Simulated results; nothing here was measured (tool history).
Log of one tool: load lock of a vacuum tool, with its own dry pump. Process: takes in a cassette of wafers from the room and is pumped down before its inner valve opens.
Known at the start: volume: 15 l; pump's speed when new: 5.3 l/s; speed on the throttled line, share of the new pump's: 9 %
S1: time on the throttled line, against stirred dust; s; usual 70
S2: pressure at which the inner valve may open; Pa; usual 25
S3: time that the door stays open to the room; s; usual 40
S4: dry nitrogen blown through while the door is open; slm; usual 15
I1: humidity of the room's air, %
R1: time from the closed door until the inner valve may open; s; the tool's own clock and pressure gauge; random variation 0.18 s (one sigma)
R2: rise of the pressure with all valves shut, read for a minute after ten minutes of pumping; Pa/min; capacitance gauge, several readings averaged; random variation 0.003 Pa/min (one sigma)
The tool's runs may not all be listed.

| run | hour | S1 | S2 | S3 | S4 | I1 | R1 | R2 |
|---|---|---|---|---|---|---|---|---|
| 1 | 0 | 70 | 25 | 40 | 15 | 46.2 | 88.7 | 0.04 |
| 2 | 69.6 | 70 | 25 | 40 | 15 | 43.9 | 88.2 | 0.04 |
| 3 | 124.4 | 70 | 25 | 40 | 15 | 46.8 | 88.4 | 0.038 |
| 4 | 230.9 | 70 | 25 | 40 | 15 | 46.5 | 88 | 0.041 |
| 5 | 298.3 | 70 | 25 | 77 | 15 | 42.9 | 88.7 | 0.055 |
| 6 | 366.8 | 70 | 25 | 77 | 15 | 44.4 | 88.4 | 0.061 |
| 7 | 461 | 70 | 25 | 77 | 15 | 44.2 | 88.5 | 0.054 |
| 8 | 566.4 | 70 | 25 | 40 | 15 | 45.6 | 88.6 | 0.042 |
| 9 | 659 | 70 | 25 | 40 | 15 | 45.3 | 88.6 | 0.04 |
| 10 | 729.9 | 70 | 25 | 40 | 15 | 44.9 | 88.5 | 0.044 |
| 11 | 778.7 | 70 | 25 | 40 | 15 | 45.3 | 88.3 | 0.039 |
| 12 | 891.5 | 70 | 25 | 94 | 15 | 40.9 | 88.4 | 0.063 |
| 13 | 981.7 | 70 | 25 | 40 | 15 | 46.1 | 88.5 | 0.039 |
| 14 | 1064.6 | 70 | 25 | 40 | 15 | 44.8 | 88.5 | 0.041 |
| 15 | 1133.7 | 70 | 25 | 40 | 15 | 48.7 | 88.9 | 0.049 |
| 16 | 1248.1 | 53 | 25 | 40 | 15 | 42.2 | 73 | 0.04 |
| 17 | 1348.7 | 53 | 25 | 40 | 4 | 45 | 73.2 | 0.05 |
| 18 | 1435.7 | 53 | 25 | 40 | 4 | 47.4 | 73.5 | 0.055 |
| 19 | 1527.3 | 53 | 25 | 40 | 4 | 45.7 | 73.2 | 0.054 |
| 20 | 1583.1 | 53 | 25 | 40 | 4 | 45.8 | 73.1 | 0.054 |
| 21 | 1643.8 | 71 | 25 | 40 | 4 | 46 | 89.3 | 0.054 |
| 22 | 1708.2 | 70 | 38 | 40 | 6 | 46.5 | 87.3 | 0.049 |
| 23 | 1767.1 | 70 | 25 | 68 | 4 | 44.3 | 88.7 | 0.067 |
| 24 | 1854.3 | 40 | 25 | 33 | 24 | 45 | 61.7 | 0.037 |
| 25 | 1935.4 | 70 | 38 | 40 | 11 | 44.1 | 87.4 | 0.047 |
| 26 | 2050.2 | 68 | 48 | 40 | 22 | 39.9 | 84.7 | 0.034 |
| 27 | 2146.6 | 73 | 23 | 40 | 7 | 45.2 | 91.8 | 0.054 |
| 28 | 2236 | 56 | 23 | 40 | 7 | 44.9 | 76.3 | 0.05 |
| 29 | 2294.4 | 56 | 23 | 40 | 7 | 43.8 | 76.2 | 0.054 |
| 30 | 2401 | 64 | 36 | 152 | 15 | 46.9 | 82 | 0.101 |
| 31 | 2476.3 | 56 | 36 | 152 | 42 | 46.3 | 75 | 0.07 |
| 32 | 2525.9 | 139 | 36 | 34 | 22 | 42.7 | 149.7 | 0.042 |
| 33 | 2639.6 | 70 | 25 | 126 | 19 | 48.6 | 88.6 | 0.089 |
| 34 | 2690.3 | 70 | 25 | 126 | 19 | 43 | 88.5 | 0.075 |
| 35 | 2798.6 | 86 | 20 | 172 | 11 | 44.1 | 103.9 | 0.106 |
| 36 | 2859.3 | 86 | 20 | 172 | 11 | 41.5 | 103.8 | 0.102 |
| 37 | 2911.8 | 86 | 20 | 172 | 11 | 46.5 | 103.7 | 0.114 |

Forecast each of these 3 alternatives for the next run:
| A | 3014.2 | 70 | 25 | 40 | 5 | 47.5 | ? | ? |
| B | 3014.2 | 84 | 20 | 51 | 11 | 42.5 | ? | ? |
| C | 3014.2 | 60 | 25 | 50 | 15 | 45.8 | ? | ? |

| run | R1 | R2 |
|---|---|---|
| A | 89 | 0.058 |
| B | 101.7 | 0.056 |
| C | 79.7 | 0.052 |
Without the tool's hidden state the same runs would have given:
| run | R1 | R2 |
|---|---|---|
| A | 87.5 | 0.046 |
| B | 100.2 | 0.045 |
| C | 78.2 | 0.041 |
